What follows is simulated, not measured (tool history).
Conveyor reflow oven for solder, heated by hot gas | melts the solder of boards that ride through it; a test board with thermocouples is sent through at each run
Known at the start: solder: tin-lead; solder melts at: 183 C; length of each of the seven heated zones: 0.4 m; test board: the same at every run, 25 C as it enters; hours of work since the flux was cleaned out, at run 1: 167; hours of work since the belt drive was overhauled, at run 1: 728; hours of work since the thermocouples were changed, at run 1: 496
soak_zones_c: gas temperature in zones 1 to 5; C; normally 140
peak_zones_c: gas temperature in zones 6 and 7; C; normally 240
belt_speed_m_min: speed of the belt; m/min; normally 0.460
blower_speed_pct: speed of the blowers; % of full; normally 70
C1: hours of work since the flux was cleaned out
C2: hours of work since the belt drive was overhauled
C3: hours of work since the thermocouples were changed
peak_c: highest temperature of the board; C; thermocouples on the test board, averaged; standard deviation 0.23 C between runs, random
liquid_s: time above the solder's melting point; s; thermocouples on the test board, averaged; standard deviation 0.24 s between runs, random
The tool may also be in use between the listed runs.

Run 1, day 0.000: usual settings; C1 167; C2 728; C3 496. Result: peak_c 227.2 C, liquid_s 90.6 s.
Run 2, day 2.308: usual settings; C1 191; C2 751; C3 519. Result: peak_c 227.1 C, liquid_s 90.2 s.
Run 3, day 4.404: usual settings; C1 212; C2 773; C3 541. Result: peak_c 226.8 C, liquid_s 90.0 s.
Run 4, day 6.754: usual settings; C1 236; C2 797; C3 564. Result: peak_c 227.0 C, liquid_s 90.1 s.
Run 5, day 8.700: usual settings; C1 256; C2 817; C3 584. Result: peak_c 227.1 C, liquid_s 89.9 s.
Run 6, day 10.779: usual settings but soak_zones_c 147 C; C1 277; C2 838; C3 606. Result: peak_c 227.5 C, liquid_s 94.3 s.
At day 11.279: thermocouples of zones 6 and 7 changed.
Run 7, day 13.000: usual settings; C1 299; C2 860; C3 18. Result: peak_c 225.3 C, liquid_s 89.0 s.
Run 8, day 15.388: usual settings; C1 323; C2 884; C3 42. Result: peak_c 225.2 C, liquid_s 89.2 s.
Run 9, day 16.783: usual settings but belt_speed_m_min 0.443 m/min; C1 338; C2 898; C3 56. Result: peak_c 226.2 C, liquid_s 93.6 s.
Run 10, day 18.829: usual settings but belt_speed_m_min 0.443 m/min; C1 359; C2 919; C3 77. Result: peak_c 226.4 C, liquid_s 93.4 s.
Run 11, day 20.383: usual settings but belt_speed_m_min 0.443 m/min; C1 374; C2 935; C3 93. Result: peak_c 226.3 C, liquid_s 93.6 s.
At day 21.221: flux residue cleaned out of gas plates and filters.
Run 12, day 21.750: usual settings but belt_speed_m_min 0.443 m/min; C1 5; C2 947; C3 105. Result: peak_c 228.6 C, liquid_s 95.8 s.
Run 13, day 23.846: usual settings but belt_speed_m_min 0.443 m/min; C1 27; C2 968; C3 126. Result: peak_c 228.6 C, liquid_s 95.8 s.
Run 14, day 25.162: usual settings but belt_speed_m_min 0.443 m/min; C1 40; C2 982; C3 140. Result: peak_c 228.7 C, liquid_s 96.2 s.
Run 15, day 27.533: usual settings but belt_speed_m_min 0.443 m/min; C1 64; C2 1006; C3 164. Result: peak_c 228.2 C, liquid_s 95.7 s.
At day 29.650: belt drive overhauled, speed set with a stopwatch.
Run 16, day 29.700: usual settings but soak_zones_c 154 C, peak_zones_c 247 C, belt_speed_m_min 0.461 m/min; C1 85; C2 0; C3 184. Result: peak_c 234.8 C, liquid_s 100.6 s.
Run 17, day 31.504: usual settings but soak_zones_c 154 C, peak_zones_c 247 C, belt_speed_m_min 0.461 m/min; C1 103; C2 19; C3 203. Result: peak_c 235.1 C, liquid_s 100.7 s.
Run 18, day 32.617: usual settings but belt_speed_m_min 0.490 m/min; C1 115; C2 30; C3 214. Result: peak_c 224.8 C, liquid_s 80.8 s.
Run 19, day 34.467: usual settings but soak_zones_c 132 C, peak_zones_c 229 C, belt_speed_m_min 0.386 m/min, blower_speed_pct 51 % of full; C1 133; C2 49; C3 233. Result: peak_c 216.1 C, liquid_s 90.2 s.
Run 20, day 36.867: usual settings but soak_zones_c 132 C, peak_zones_c 229 C, belt_speed_m_min 0.386 m/min, blower_speed_pct 51 % of full; C1 158; C2 74; C3 257. Result: peak_c 216.4 C, liquid_s 89.7 s.
Run 21, day 39.308: usual settings but soak_zones_c 132 C, peak_zones_c 229 C, belt_speed_m_min 0.386 m/min, blower_speed_pct 51 % of full; C1 183; C2 99; C3 282. Result: peak_c 216.3 C, liquid_s 90.1 s.
Run 22, day 41.862: usual settings but soak_zones_c 132 C, peak_zones_c 229 C, belt_speed_m_min 0.386 m/min, blower_speed_pct 51 % of full; C1 209; C2 125; C3 308. Result: peak_c 216.2 C, liquid_s 89.6 s.
Run 23, day 43.742: usual settings but soak_zones_c 129 C, peak_zones_c 255 C, belt_speed_m_min 0.529 m/min, blower_speed_pct 50 % of full; C1 228; C2 144; C3 327. Result: peak_c 224.8 C, liquid_s 70.3 s.
Run 24, day 46.246: usual settings but soak_zones_c 150 C, peak_zones_c 241 C, belt_speed_m_min 0.384 m/min, blower_speed_pct 73 % of full; C1 254; C2 169; C3 353. Result: peak_c 233.4 C, liquid_s 117.7 s.
Run 25, day 48.092: usual settings but peak_zones_c 230 C, belt_speed_m_min 0.472 m/min, blower_speed_pct 82 % of full; C1 272; C2 188; C3 372. Result: peak_c 218.1 C, liquid_s 79.5 s.
Run 26, day 49.821: usual settings but peak_zones_c 230 C, belt_speed_m_min 0.379 m/min, blower_speed_pct 82 % of full; C1 290; C2 206; C3 389. Result: peak_c 223.5 C, liquid_s 106.5 s.
Run 27, day 51.950: usual settings but soak_zones_c 139 C, peak_zones_c 251 C, belt_speed_m_min 0.427 m/min, blower_speed_pct 67 % of full; C1 312; C2 228; C3 411. Result: peak_c 236.8 C, liquid_s 103.0 s.
Run 28, day 53.867: usual settings but blower_speed_pct 55 % of full; C1 331; C2 247; C3 431. Result: peak_c 222.2 C, liquid_s 84.0 s.
Run 29, day 55.392: usual settings but soak_zones_c 151 C, peak_zones_c 242 C, belt_speed_m_min 0.476 m/min, blower_speed_pct 82 % of full; C1 347; C2 263; C3 446. Result: peak_c 230.1 C, liquid_s 93.8 s.

Below are 4 alternative next runs, each starting from the tool's condition after run 29. Predict each:
Run A, day 57.529: usual settings but soak_zones_c 151 C, peak_zones_c 245 C, belt_speed_m_min 0.548 m/min, blower_speed_pct 80 % of full; C1 369; C2 284; C3 468. Result: peak_c ?, liquid_s ?.
Run B, day 57.529: usual settings but soak_zones_c 151 C, peak_zones_c 242 C, belt_speed_m_min 0.476 m/min, blower_speed_pct 59 % of full; C1 369; C2 284; C3 468. Result: peak_c ?, liquid_s ?.
Run C, day 57.529: usual settings but blower_speed_pct 71 % of full; C1 369; C2 284; C3 468. Result: peak_c ?, liquid_s ?.
Run D, day 57.529: usual settings but soak_zones_c 141 C, peak_zones_c 242 C, belt_speed_m_min 0.481 m/min, blower_speed_pct 61 % of full; C1 369; C2 284; C3 468. Result: peak_c ?, liquid_s ?.

run  peak_c  liquid_s
  A   228.0      79.8
  B   226.0      90.2
  C   225.6      88.0
  D   223.4      81.8
The same runs, with their run-to-run variation unchanged, on a tool lacking any hidden condition would have given:
run  peak_c  liquid_s
  A   229.7      80.4
  B   226.9      90.4
  C   226.8      88.6
  D   224.6      82.5
